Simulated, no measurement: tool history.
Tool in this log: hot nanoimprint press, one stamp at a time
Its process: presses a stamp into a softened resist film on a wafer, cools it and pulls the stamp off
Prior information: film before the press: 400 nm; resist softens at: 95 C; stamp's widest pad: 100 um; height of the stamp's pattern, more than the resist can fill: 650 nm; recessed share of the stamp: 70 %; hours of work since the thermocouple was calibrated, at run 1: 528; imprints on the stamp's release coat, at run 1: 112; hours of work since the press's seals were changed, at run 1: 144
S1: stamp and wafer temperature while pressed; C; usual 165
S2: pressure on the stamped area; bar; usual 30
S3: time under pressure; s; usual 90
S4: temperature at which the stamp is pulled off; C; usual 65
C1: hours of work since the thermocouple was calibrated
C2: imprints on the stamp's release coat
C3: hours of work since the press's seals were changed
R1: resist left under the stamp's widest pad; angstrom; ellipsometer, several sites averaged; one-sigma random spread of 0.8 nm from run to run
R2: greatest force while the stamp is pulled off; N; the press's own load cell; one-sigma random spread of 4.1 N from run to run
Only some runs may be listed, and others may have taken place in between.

run 1 hour=0 | S1=165 S2=30 S3=90 S4=65 | C1=528 C2=112 C3=144 | R1=1529 R2=210
run 2 hour=34.4 | S1=165 S2=30 S3=90 S4=65 | C1=543 C2=185 C3=160 | R1=1509 R2=209
run 3 hour=57.1 | S1=165 S2=30 S3=90 S4=65 | C1=553 C2=233 C3=170 | R1=1505 R2=216
run 4 hour=86.1 | S1=165 S2=30 S3=90 S4=66 | C1=566 C2=295 C3=183 | R1=1518 R2=218
run 5 hour=121.3 | S1=165 S2=30 S3=90 S4=66 | C1=582 C2=370 C3=198 | R1=1502 R2=227
run 6 hour=145.2 | S1=165 S2=30 S3=90 S4=66 | C1=592 C2=420 C3=209 | R1=1505 R2=228
-- hour=151.2 plate thermocouple calibrated
run 7 hour=163.6 | S1=165 S2=30 S3=168 S4=66 | C1=5 C2=453 C3=216 | R1=1131 R2=236
run 8 hour=193.4 | S1=165 S2=30 S3=168 S4=66 | C1=19 C2=517 C3=229 | R1=1121 R2=248
run 9 hour=220.5 | S1=165 S2=28.8 S3=168 S4=66 | C1=31 C2=574 C3=241 | R1=1136 R2=243
run 10 hour=247.1 | S1=160 S2=30 S3=90 S4=65 | C1=43 C2=631 C3=253 | R1=1787 R2=255
run 11 hour=278.4 | S1=160 S2=30 S3=90 S4=65 | C1=57 C2=697 C3=267 | R1=1775 R2=257
run 12 hour=313.1 | S1=160 S2=30 S3=69 S4=65 | C1=72 C2=771 C3=282 | R1=1944 R2=254
run 13 hour=339.5 | S1=160 S2=30 S3=69 S4=65 | C1=84 C2=827 C3=294 | R1=1953 R2=259
run 14 hour=369.2 | S1=163 S2=30 S3=90 S4=65 | C1=97 C2=890 C3=307 | R1=1565 R2=270
-- hour=378.7 plate thermocouple calibrated, once more
run 15 hour=408 | S1=163 S2=30 S3=90 S4=65 | C1=13 C2=966 C3=323 | R1=1873 R2=291

For run 16, what comes out?
-- hour=419.5 stamp cleaned and given a new release coat
run 16 hour=449 | S1=163 S2=30 S3=90 S4=65 | C1=29 C2=63 C3=339 | R1=? R2=?

Run 16 produced R1 1875 angstrom, R2 208 N.
If the tool had no hidden condition, the same run with the same run-to-run variation would have returned R1 1870 angstrom, R2 203 N.

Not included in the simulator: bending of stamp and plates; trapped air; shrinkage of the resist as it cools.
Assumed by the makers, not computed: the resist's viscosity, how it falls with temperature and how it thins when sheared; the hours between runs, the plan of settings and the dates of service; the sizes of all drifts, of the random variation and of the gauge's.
